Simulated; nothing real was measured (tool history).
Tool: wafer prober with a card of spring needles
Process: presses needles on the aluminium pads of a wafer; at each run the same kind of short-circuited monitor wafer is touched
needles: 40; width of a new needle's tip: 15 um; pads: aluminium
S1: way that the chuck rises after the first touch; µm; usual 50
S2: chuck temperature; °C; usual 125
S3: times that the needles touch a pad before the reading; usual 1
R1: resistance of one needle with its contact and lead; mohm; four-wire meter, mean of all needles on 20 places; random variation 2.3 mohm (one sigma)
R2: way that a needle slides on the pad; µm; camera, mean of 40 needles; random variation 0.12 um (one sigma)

{"run": 1, "hour": 0.0, "S1": 50, "S2": 125, "S3": 1, "R1": 293, "R2": 9.25}
{"hour": 4.3, "done": "tips cleaned on abrasive film"}
{"hour": 8.5, "done": "tips cleaned on abrasive film"}
{"hour": 12.8, "done": "tips cleaned on abrasive film"}
{"hour": 17.0, "done": "tips cleaned on abrasive film"}
{"hour": 21.3, "done": "tips cleaned on abrasive film"}
{"hour": 25.5, "done": "tips cleaned on abrasive film"}
{"run": 2, "hour": 27.2, "S1": 50, "S2": 125, "S3": 1, "R1": 313, "R2": 9.16}
{"hour": 30.4, "done": "tips cleaned on abrasive film"}
{"hour": 34.7, "done": "tips cleaned on abrasive film"}
{"hour": 40.0, "done": "tips cleaned on abrasive film"}
{"hour": 44.3, "done": "tips cleaned on abrasive film"}
{"hour": 48.5, "done": "tips cleaned on abrasive film"}
{"hour": 52.8, "done": "tips cleaned on abrasive film"}
{"hour": 57.0, "done": "tips cleaned on abrasive film"}
{"hour": 61.3, "done": "tips cleaned on abrasive film"}
{"run": 3, "hour": 62.1, "S1": 50, "S2": 125, "S3": 1, "R1": 301, "R2": 8.81}
{"hour": 66.4, "done": "tips cleaned on abrasive film"}
{"hour": 71.7, "done": "tips cleaned on abrasive film"}
{"hour": 77.0, "done": "tips cleaned on abrasive film"}
{"hour": 81.3, "done": "tips cleaned on abrasive film"}
{"hour": 85.5, "done": "tips cleaned on abrasive film"}
{"hour": 89.8, "done": "tips cleaned on abrasive film"}
{"hour": 94.0, "done": "tips cleaned on abrasive film"}
{"run": 4, "hour": 97.2, "S1": 50, "S2": 125, "S3": 1, "R1": 357, "R2": 8.83}
{"hour": 98.3, "done": "tips cleaned on abrasive film"}
{"hour": 102.6, "done": "tips cleaned on abrasive film"}
{"hour": 106.8, "done": "tips cleaned on abrasive film"}
{"hour": 112.1, "done": "tips cleaned on abrasive film"}
{"run": 5, "hour": 115.8, "S1": 50, "S2": 125, "S3": 1, "R1": 376, "R2": 8.68}
{"hour": 116.9, "done": "tips cleaned on abrasive film"}
{"hour": 121.2, "done": "tips cleaned on abrasive film"}
{"hour": 125.4, "done": "tips cleaned on abrasive film"}
{"hour": 129.7, "done": "tips cleaned on abrasive film"}
{"hour": 133.9, "done": "tips cleaned on abrasive film"}
{"hour": 138.2, "done": "tips cleaned on abrasive film"}
{"hour": 142.5, "done": "tips cleaned on abrasive film"}
{"hour": 146.7, "done": "tips cleaned on abrasive film"}
{"hour": 151.0, "done": "tips cleaned on abrasive film"}
{"hour": 155.2, "done": "tips cleaned on abrasive film"}
{"run": 6, "hour": 156.6, "S1": 50, "S2": 125, "S3": 1, "R1": 327, "R2": 8.46}
{"hour": 159.8, "done": "tips cleaned on abrasive film"}
{"hour": 164.1, "done": "tips cleaned on abrasive film"}
{"hour": 168.4, "done": "tips cleaned on abrasive film"}
{"hour": 173.7, "done": "tips cleaned on abrasive film"}
{"hour": 177.9, "done": "tips cleaned on abrasive film"}
{"run": 7, "hour": 178.0, "S1": 50, "S2": 125, "S3": 1, "R1": 276, "R2": 8.6}
{"hour": 182.2, "done": "tips cleaned on abrasive film"}
{"hour": 186.5, "done": "tips cleaned on abrasive film"}
{"hour": 190.7, "done": "tips cleaned on abrasive film"}
{"hour": 195.0, "done": "tips cleaned on abrasive film"}
{"hour": 200.3, "done": "tips cleaned on abrasive film"}
{"hour": 204.5, "done": "tips cleaned on abrasive film"}
{"run": 8, "hour": 207.2, "S1": 44, "S2": 125, "S3": 1, "R1": 404, "R2": 7.14}
{"hour": 209.4, "done": "tips cleaned on abrasive film"}
{"hour": 213.6, "done": "tips cleaned on abrasive film"}
{"hour": 218.9, "done": "tips cleaned on abrasive film"}
{"hour": 224.2, "done": "tips cleaned on abrasive film"}
{"hour": 228.5, "done": "tips cleaned on abrasive film"}
{"hour": 232.7, "done": "tips cleaned on abrasive film"}
{"run": 9, "hour": 236.1, "S1": 44, "S2": 125, "S3": 1, "R1": 451, "R2": 7.07}
{"hour": 237.2, "done": "tips cleaned on abrasive film"}
{"hour": 241.5, "done": "tips cleaned on abrasive film"}
{"hour": 246.8, "done": "tips cleaned on abrasive film"}
{"hour": 251.0, "done": "tips cleaned on abrasive film"}
{"hour": 255.3, "done": "tips cleaned on abrasive film"}
{"hour": 260.6, "done": "tips cleaned on abrasive film"}
{"run": 10, "hour": 264.3, "S1": 50, "S2": 125, "S3": 1, "R1": 405, "R2": 8.12}
{"hour": 265.5, "done": "tips cleaned on abrasive film"}
{"hour": 269.7, "done": "tips cleaned on abrasive film"}
{"hour": 274.0, "done": "tips cleaned on abrasive film"}
{"hour": 279.3, "done": "tips cleaned on abrasive film"}
{"hour": 284.0, "done": "tips cleaned on abrasive film"}
{"run": 11, "hour": 284.0, "S1": 50, "S2": 125, "S3": 1, "R1": 282, "R2": 8.04}
{"hour": 288.2, "done": "tips cleaned on abrasive film"}
{"hour": 292.5, "done": "tips cleaned on abrasive film"}
{"hour": 296.7, "done": "tips cleaned on abrasive film"}
{"hour": 301.0, "done": "tips cleaned on abrasive film"}
{"hour": 305.3, "done": "tips cleaned on abrasive film"}
{"hour": 309.5, "done": "tips cleaned on abrasive film"}
{"hour": 313.8, "done": "tips cleaned on abrasive film"}
{"run": 12, "hour": 315.6, "S1": 59, "S2": 40, "S3": 2, "R1": 284, "R2": 9.49}
{"hour": 318.8, "done": "tips cleaned on abrasive film"}
{"hour": 324.1, "done": "tips cleaned on abrasive film"}
{"hour": 328.4, "done": "tips cleaned on abrasive film"}
{"hour": 332.6, "done": "tips cleaned on abrasive film"}
{"hour": 336.9, "done": "tips cleaned on abrasive film"}
{"hour": 341.2, "done": "tips cleaned on abrasive film"}
{"hour": 345.4, "done": "tips cleaned on abrasive film"}
{"run": 13, "hour": 346.5, "S1": 44, "S2": 75, "S3": 2, "R1": 317, "R2": 6.7}
{"hour": 349.7, "done": "tips cleaned on abrasive film"}
{"hour": 355.0, "done": "tips cleaned on abrasive film"}
{"hour": 359.3, "done": "tips cleaned on abrasive film"}
{"hour": 364.6, "done": "tips cleaned on abrasive film"}
{"hour": 369.9, "done": "tips cleaned on abrasive film"}
{"hour": 374.1, "done": "tips cleaned on abrasive film"}
{"hour": 378.4, "done": "tips cleaned on abrasive film"}
{"hour": 382.6, "done": "tips cleaned on abrasive film"}
{"run": 14, "hour": 384.4, "S1": 44, "S2": 75, "S3": 2, "R1": 359, "R2": 6.61}
{"hour": 387.6, "done": "tips cleaned on abrasive film"}
{"hour": 391.9, "done": "tips cleaned on abrasive film"}
{"hour": 396.1, "done": "tips cleaned on abrasive film"}
{"hour": 401.4, "done": "tips cleaned on abrasive film"}
{"hour": 402.8, "done": "height of the first contact set anew"}
{"hour": 407.0, "done": "tips cleaned on abrasive film"}
{"run": 15, "hour": 408.7, "S1": 44, "S2": 76, "S3": 3, "R1": 294, "R2": 8.33}
{"hour": 411.9, "done": "tips cleaned on abrasive film"}
{"hour": 416.2, "done": "tips cleaned on abrasive film"}
{"hour": 420.4, "done": "tips cleaned on abrasive film"}
{"hour": 424.7, "done": "tips cleaned on abrasive film"}
{"run": 16, "hour": 426.1, "S1": 50, "S2": 42, "S3": 1, "R1": 322, "R2": 9.16}
{"hour": 429.3, "done": "tips cleaned on abrasive film"}
{"hour": 433.6, "done": "tips cleaned on abrasive film"}
{"hour": 437.8, "done": "tips cleaned on abrasive film"}
{"hour": 443.1, "done": "tips cleaned on abrasive film"}
{"hour": 448.4, "done": "tips cleaned on abrasive film"}
{"hour": 452.7, "done": "tips cleaned on abrasive film"}
{"hour": 456.9, "done": "tips cleaned on abrasive film"}
{"hour": 461.2, "done": "tips cleaned on abrasive film"}
{"hour": 465.4, "done": "tips cleaned on abrasive film"}
{"run": 17, "hour": 466.5, "S1": 32, "S2": 75, "S3": 1, "R1": 431, "R2": 5.85}
{"hour": 469.7, "done": "tips cleaned on abrasive film"}
{"hour": 474.0, "done": "tips cleaned on abrasive film"}
{"hour": 478.2, "done": "tips cleaned on abrasive film"}
{"hour": 482.5, "done": "tips cleaned on abrasive film"}
{"hour": 486.8, "done": "tips cleaned on abrasive film"}
{"hour": 491.0, "done": "tips cleaned on abrasive film"}
{"hour": 495.3, "done": "tips cleaned on abrasive film"}
{"run": 18, "hour": 496.8, "S1": 32, "S2": 75, "S3": 1, "R1": 469, "R2": 5.3}
{"hour": 500.0, "done": "tips cleaned on abrasive film"}
{"hour": 504.3, "done": "tips cleaned on abrasive film"}
{"hour": 508.6, "done": "tips cleaned on abrasive film"}
{"hour": 513.9, "done": "tips cleaned on abrasive film"}
{"hour": 518.1, "done": "tips cleaned on abrasive film"}
{"hour": 522.4, "done": "tips cleaned on abrasive film"}
{"hour": 526.6, "done": "tips cleaned on abrasive film"}
{"run": 19, "hour": 529.1, "S1": 45, "S2": 125, "S3": 2, "R1": 360, "R2": 7.88}
{"hour": 531.3, "done": "tips cleaned on abrasive film"}
{"hour": 535.5, "done": "tips cleaned on abrasive film"}
{"hour": 539.8, "done": "tips cleaned on abrasive film"}
{"hour": 544.0, "done": "tips cleaned on abrasive film"}
{"hour": 548.3, "done": "tips cleaned on abrasive film"}
{"hour": 552.5, "done": "tips cleaned on abrasive film"}
{"hour": 557.8, "done": "tips cleaned on abrasive film"}
{"run": 20, "hour": 559.3, "S1": 45, "S2": 125, "S3": 2, "R1": 335, "R2": 7.73}
{"hour": 562.5, "done": "tips cleaned on abrasive film"}
{"hour": 566.8, "done": "tips cleaned on abrasive film"}
{"hour": 571.0, "done": "tips cleaned on abrasive film"}
{"hour": 575.3, "done": "tips cleaned on abrasive film"}
{"hour": 580.6, "done": "tips cleaned on abrasive film"}
{"hour": 584.8, "done": "tips cleaned on abrasive film"}
{"hour": 590.1, "done": "tips cleaned on abrasive film"}
{"hour": 594.4, "done": "tips cleaned on abrasive film"}
{"hour": 598.8, "done": "tips cleaned on abrasive film"}
{"run": 21, "hour": 598.8, "S1": 45, "S2": 125, "S3": 2, "R1": 287, "R2": 7.46}
{"hour": 604.1, "done": "tips cleaned on abrasive film"}
{"hour": 609.4, "done": "tips cleaned on abrasive film"}
{"hour": 614.7, "done": "tips cleaned on abrasive film"}
{"hour": 619.0, "done": "tips cleaned on abrasive film"}
{"hour": 623.2, "done": "tips cleaned on abrasive film"}
{"hour": 628.5, "done": "tips cleaned on abrasive film"}
{"run": 22, "hour": 631.0, "S1": 45, "S2": 37, "S3": 2, "R1": 367, "R2": 7.51}

3 ways to go on from here, each from the tool as it stands after run 22. What would each give?
{"hour": 633.2, "done": "tips cleaned on abrasive film"}
{"hour": 637.5, "done": "tips cleaned on abrasive film"}
{"hour": 641.7, "done": "tips cleaned on abrasive film"}
{"hour": 646.0, "done": "tips cleaned on abrasive film"}
{"hour": 650.3, "done": "tips cleaned on abrasive film"}
{"hour": 654.5, "done": "tips cleaned on abrasive film"}
{"hour": 659.8, "done": "tips cleaned on abrasive film"}
{"run": "A", "hour": 661.8, "S1": 52, "S2": 37, "S3": 1, "R1": "?", "R2": "?"}
{"hour": 633.2, "done": "tips cleaned on abrasive film"}
{"hour": 637.5, "done": "tips cleaned on abrasive film"}
{"hour": 641.7, "done": "tips cleaned on abrasive film"}
{"hour": 646.0, "done": "tips cleaned on abrasive film"}
{"hour": 650.3, "done": "tips cleaned on abrasive film"}
{"hour": 654.5, "done": "tips cleaned on abrasive film"}
{"hour": 659.8, "done": "tips cleaned on abrasive film"}
{"run": "B", "hour": 661.8, "S1": 50, "S2": 69, "S3": 1, "R1": "?", "R2": "?"}
{"hour": 633.2, "done": "tips cleaned on abrasive film"}
{"hour": 637.5, "done": "tips cleaned on abrasive film"}
{"hour": 641.7, "done": "tips cleaned on abrasive film"}
{"hour": 646.0, "done": "tips cleaned on abrasive film"}
{"hour": 650.3, "done": "tips cleaned on abrasive film"}
{"hour": 654.5, "done": "tips cleaned on abrasive film"}
{"hour": 659.8, "done": "tips cleaned on abrasive film"}
{"run": "C", "hour": 661.8, "S1": 43, "S2": 62, "S3": 1, "R1": "?", "R2": "?"}

run=A R1=373 R2=8.52
run=B R1=385 R2=8.28
run=C R1=450 R2=7.12
Without the tool's hidden state the same runs would have given:
run=A R1=235 R2=9.57
run=B R1=244 R2=9.33
run=C R1=249 R2=8.18

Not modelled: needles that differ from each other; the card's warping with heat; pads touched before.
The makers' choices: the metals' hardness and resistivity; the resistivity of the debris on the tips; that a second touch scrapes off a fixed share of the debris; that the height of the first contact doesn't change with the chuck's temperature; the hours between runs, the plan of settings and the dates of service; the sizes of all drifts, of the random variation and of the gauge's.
